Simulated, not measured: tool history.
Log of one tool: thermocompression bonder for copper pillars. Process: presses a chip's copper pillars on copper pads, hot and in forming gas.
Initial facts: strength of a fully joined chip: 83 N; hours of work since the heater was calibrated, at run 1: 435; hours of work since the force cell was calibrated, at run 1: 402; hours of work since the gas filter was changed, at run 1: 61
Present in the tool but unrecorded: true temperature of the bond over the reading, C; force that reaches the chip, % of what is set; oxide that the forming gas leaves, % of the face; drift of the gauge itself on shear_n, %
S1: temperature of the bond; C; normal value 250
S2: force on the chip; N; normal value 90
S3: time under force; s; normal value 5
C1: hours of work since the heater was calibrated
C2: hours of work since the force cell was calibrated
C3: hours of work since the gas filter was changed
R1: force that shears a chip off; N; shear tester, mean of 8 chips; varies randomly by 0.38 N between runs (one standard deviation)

| run | hour | S1 | S2 | S3 | C1 | C2 | C3 | R1 |
|---|---|---|---|---|---|---|---|---|
| 1 | 0.0 | 250 | 90 | 5 | 435 | 402 | 61 | 42.9 |
| 2 | 24.1 | 250 | 90 | 5 | 446 | 413 | 72 | 43.3 |
| 3 | 41.3 | 250 | 90 | 8 | 453 | 421 | 79 | 49.7 |
| 4 | 51.8 | 250 | 90 | 5 | 458 | 425 | 84 | 42.5 |
| 5 | 74.5 | 250 | 90 | 5 | 468 | 435 | 94 | 42.8 |
| 6 | 85.1 | 250 | 90 | 5 | 472 | 440 | 99 | 43.7 |
| 7 | 98.6 | 250 | 56 | 5 | 478 | 446 | 105 | 25.0 |
| 8 | 109.5 | 250 | 120 | 5 | 483 | 451 | 109 | 54.9 |
| 9 | 130.3 | 250 | 120 | 5 | 492 | 460 | 118 | 55.5 |
| 10 | 145.6 | 252 | 120 | 5 | 499 | 467 | 125 | 55.6 |
| 11 | 166.5 | 252 | 120 | 5 | 508 | 476 | 134 | 55.5 |
| 12 | 187.1 | 250 | 90 | 9 | 517 | 485 | 144 | 51.5 |
| 13 | 211.4 | 259 | 90 | 9 | 528 | 496 | 154 | 54.9 |
| 14 | 236.1 | 259 | 90 | 9 | 539 | 507 | 165 | 53.9 |
| 15 | 248.0 | 250 | 58 | 6 | 544 | 512 | 170 | 28.0 |
| 16 | 261.4 | 250 | 58 | 6 | 550 | 518 | 176 | 27.9 |
|  | 273.8 | forming gas filter changed |
| 17 | 279.8 | 229 | 90 | 5 | 558 | 526 | 3 | 35.5 |
| 18 | 292.7 | 250 | 111 | 5 | 564 | 531 | 8 | 52.7 |
| 19 | 306.8 | 229 | 118 | 5 | 570 | 538 | 15 | 46.1 |
| 20 | 317.3 | 265 | 90 | 7 | 575 | 542 | 19 | 54.9 |
| 21 | 329.1 | 265 | 90 | 7 | 580 | 547 | 24 | 55.0 |
| 22 | 340.9 | 265 | 90 | 7 | 585 | 553 | 30 | 55.1 |
| 23 | 357.2 | 276 | 90 | 5 | 592 | 560 | 37 | 53.8 |
| 24 | 372.9 | 276 | 90 | 5 | 599 | 567 | 44 | 54.2 |
| 25 | 391.6 | 227 | 90 | 3 | 607 | 575 | 52 | 27.9 |

5 options for the next run, each taken on its own from the tool as it stands now. Forecast them:
| A | 415.8 | 250 | 90 | 5 | 618 | 586 | 63 | ? |
| B | 415.8 | 274 | 90 | 10 | 618 | 586 | 63 | ? |
| C | 415.8 | 239 | 125 | 5 | 618 | 586 | 63 | ? |
| D | 415.8 | 248 | 90 | 3 | 618 | 586 | 63 | ? |
| E | 415.8 | 228 | 60 | 5 | 618 | 586 | 63 | ? |

| run | R1 |
|---|---|
| A | 43.4 |
| B | 63.0 |
| C | 53.0 |
| D | 35.3 |
| E | 20.7 |
Take away the tool's hidden state, keep each run's random variation, and the runs would have read:
| run | R1 |
|---|---|
| A | 44.3 |
| B | 64.1 |
| C | 54.1 |
| D | 36.1 |
| E | 21.2 |

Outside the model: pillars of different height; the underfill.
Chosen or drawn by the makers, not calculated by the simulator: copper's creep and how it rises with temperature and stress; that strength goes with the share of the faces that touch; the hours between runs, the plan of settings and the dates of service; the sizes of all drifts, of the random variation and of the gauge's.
